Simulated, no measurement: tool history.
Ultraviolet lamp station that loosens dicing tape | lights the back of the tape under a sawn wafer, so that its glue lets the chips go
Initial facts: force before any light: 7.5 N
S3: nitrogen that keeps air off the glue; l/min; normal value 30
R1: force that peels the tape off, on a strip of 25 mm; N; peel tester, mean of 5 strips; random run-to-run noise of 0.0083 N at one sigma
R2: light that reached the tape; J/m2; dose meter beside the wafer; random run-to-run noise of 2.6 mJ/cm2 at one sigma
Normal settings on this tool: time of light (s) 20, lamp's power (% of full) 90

run 1 hour=0.0 | time_of_light_(s)=20 lamp's_power_(%_of_full)=90 S3=30 | R1=0.409 R2=3070
run 2 hour=84.6 | time_of_light_(s)=20 lamp's_power_(%_of_full)=85 S3=30 | R1=0.503 R2=2850
run 3 hour=160.0 | time_of_light_(s)=20 lamp's_power_(%_of_full)=85 S3=30 | R1=0.520 R2=2780
run 4 hour=206.2 | time_of_light_(s)=20 lamp's_power_(%_of_full)=90 S3=30 | R1=0.460 R2=2900
-- hour=228.8 window cleaned of glue's vapour
run 5 hour=268.9 | time_of_light_(s)=20 lamp's_power_(%_of_full)=90 S3=30 | R1=0.425 R2=3030
run 6 hour=310.1 | time_of_light_(s)=20 lamp's_power_(%_of_full)=90 S3=30 | R1=0.444 R2=2980
run 7 hour=380.1 | time_of_light_(s)=20 lamp's_power_(%_of_full)=90 S3=30 | R1=0.471 R2=2960
run 8 hour=426.8 | time_of_light_(s)=20 lamp's_power_(%_of_full)=70 S3=30 | R1=0.838 R2=2240
run 9 hour=477.0 | time_of_light_(s)=20 lamp's_power_(%_of_full)=70 S3=30 | R1=0.813 R2=2240
run 10 hour=549.8 | time_of_light_(s)=20 lamp's_power_(%_of_full)=90 S3=30 | R1=0.501 R2=2850
run 11 hour=604.3 | time_of_light_(s)=20 lamp's_power_(%_of_full)=90 S3=30 | R1=0.506 R2=2800
run 12 hour=677.8 | time_of_light_(s)=20 lamp's_power_(%_of_full)=90 S3=30 | R1=0.533 R2=2710
run 13 hour=763.0 | time_of_light_(s)=20 lamp's_power_(%_of_full)=90 S3=30 | R1=0.568 R2=2680
run 14 hour=804.7 | time_of_light_(s)=20 lamp's_power_(%_of_full)=90 S3=30 | R1=0.546 R2=2620
run 15 hour=876.4 | time_of_light_(s)=20 lamp's_power_(%_of_full)=90 S3=30 | R1=0.571 R2=2580
run 16 hour=951.6 | time_of_light_(s)=20 lamp's_power_(%_of_full)=88 S3=30 | R1=0.636 R2=2520
-- hour=1035.2 window cleaned of glue's vapour
run 17 hour=1037.3 | time_of_light_(s)=20 lamp's_power_(%_of_full)=88 S3=30 | R1=0.571 R2=2600
run 18 hour=1133.8 | time_of_light_(s)=20 lamp's_power_(%_of_full)=88 S3=30 | R1=0.608 R2=2550
run 19 hour=1182.2 | time_of_light_(s)=20 lamp's_power_(%_of_full)=88 S3=30 | R1=0.612 R2=2540
run 20 hour=1253.1 | time_of_light_(s)=20 lamp's_power_(%_of_full)=98 S3=30 | R1=0.514 R2=2750
run 21 hour=1319.5 | time_of_light_(s)=20 lamp's_power_(%_of_full)=98 S3=30 | R1=0.557 R2=2710
run 22 hour=1400.1 | time_of_light_(s)=20 lamp's_power_(%_of_full)=90 S3=30 | R1=0.675 R2=2460
run 23 hour=1476.9 | time_of_light_(s)=25 lamp's_power_(%_of_full)=86 S3=14 | R1=0.842 R2=2890
run 24 hour=1536.6 | time_of_light_(s)=32 lamp's_power_(%_of_full)=81 S3=15 | R1=0.567 R2=3430
run 25 hour=1629.1 | time_of_light_(s)=37 lamp's_power_(%_of_full)=79 S3=20 | R1=0.353 R2=3760
run 26 hour=1675.1 | time_of_light_(s)=28 lamp's_power_(%_of_full)=94 S3=20 | R1=0.456 R2=3300
-- hour=1684.0 lamp changed
run 27 hour=1718.0 | time_of_light_(s)=28 lamp's_power_(%_of_full)=94 S3=20 | R1=0.239 R2=4580
run 28 hour=1787.5 | time_of_light_(s)=20 lamp's_power_(%_of_full)=90 S3=24 | R1=0.467 R2=3110
-- hour=1841.6 window cleaned of glue's vapour
run 29 hour=1875.2 | time_of_light_(s)=20 lamp's_power_(%_of_full)=90 S3=24 | R1=0.456 R2=3210
run 30 hour=1959.5 | time_of_light_(s)=20 lamp's_power_(%_of_full)=90 S3=24 | R1=0.455 R2=3210
run 31 hour=2007.0 | time_of_light_(s)=20 lamp's_power_(%_of_full)=90 S3=24 | R1=0.486 R2=3130
run 32 hour=2061.1 | time_of_light_(s)=39 lamp's_power_(%_of_full)=90 S3=24 | R1=0.156 R2=6140
run 33 hour=2137.9 | time_of_light_(s)=24 lamp's_power_(%_of_full)=69 S3=15 | R1=0.828 R2=2800
run 34 hour=2235.3 | time_of_light_(s)=20 lamp's_power_(%_of_full)=73 S3=25 | R1=0.788 R2=2420
run 35 hour=2327.9 | time_of_light_(s)=34 lamp's_power_(%_of_full)=73 S3=25 | R1=0.257 R2=4020
run 36 hour=2424.4 | time_of_light_(s)=22 lamp's_power_(%_of_full)=84 S3=9 | R1=1.137 R2=2930
run 37 hour=2515.3 | time_of_light_(s)=13 lamp's_power_(%_of_full)=84 S3=12 | R1=2.133 R2=1710
run 38 hour=2571.1 | time_of_light_(s)=20 lamp's_power_(%_of_full)=70 S3=12 | R1=1.533 R2=2190
-- hour=2650.6 window cleaned of glue's vapour
run 39 hour=2663.3 | time_of_light_(s)=22 lamp's_power_(%_of_full)=70 S3=19 | R1=0.927 R2=2470
run 40 hour=2730.2 | time_of_light_(s)=14 lamp's_power_(%_of_full)=90 S3=31 | R1=1.019 R2=1970
run 41 hour=2770.4 | time_of_light_(s)=14 lamp's_power_(%_of_full)=90 S3=15 | R1=1.551 R2=2010
run 42 hour=2815.6 | time_of_light_(s)=14 lamp's_power_(%_of_full)=90 S3=15 | R1=1.585 R2=1920
run 43 hour=2865.7 | time_of_light_(s)=13 lamp's_power_(%_of_full)=93 S3=12 | R1=1.915 R2=1890

Each row is a separate what-if for the run after 43, all from the same tool condition, not one after another. Results?
run A hour=2952.5 | time_of_light_(s)=31 lamp's_power_(%_of_full)=98 S3=21 | R1=? R2=?
run B hour=2952.5 | time_of_light_(s)=14 lamp's_power_(%_of_full)=78 S3=15 | R1=? R2=?
run C hour=2952.5 | time_of_light_(s)=10 lamp's_power_(%_of_full)=88 S3=58 | R1=? R2=?
run D hour=2952.5 | time_of_light_(s)=20 lamp's_power_(%_of_full)=90 S3=9 | R1=? R2=?

run=A R1=0.243 R2=4600
run=B R1=2.059 R2=1650
run=C R1=1.513 R2=1300
run=D R1=1.249 R2=2720
With the hidden condition removed and each run's random variation left untouched, the same runs would have given:
run=A R1=0.174 R2=5850
run=B R1=1.462 R2=2100
run=C R1=1.004 R2=1660
run=D R1=0.807 R2=3470

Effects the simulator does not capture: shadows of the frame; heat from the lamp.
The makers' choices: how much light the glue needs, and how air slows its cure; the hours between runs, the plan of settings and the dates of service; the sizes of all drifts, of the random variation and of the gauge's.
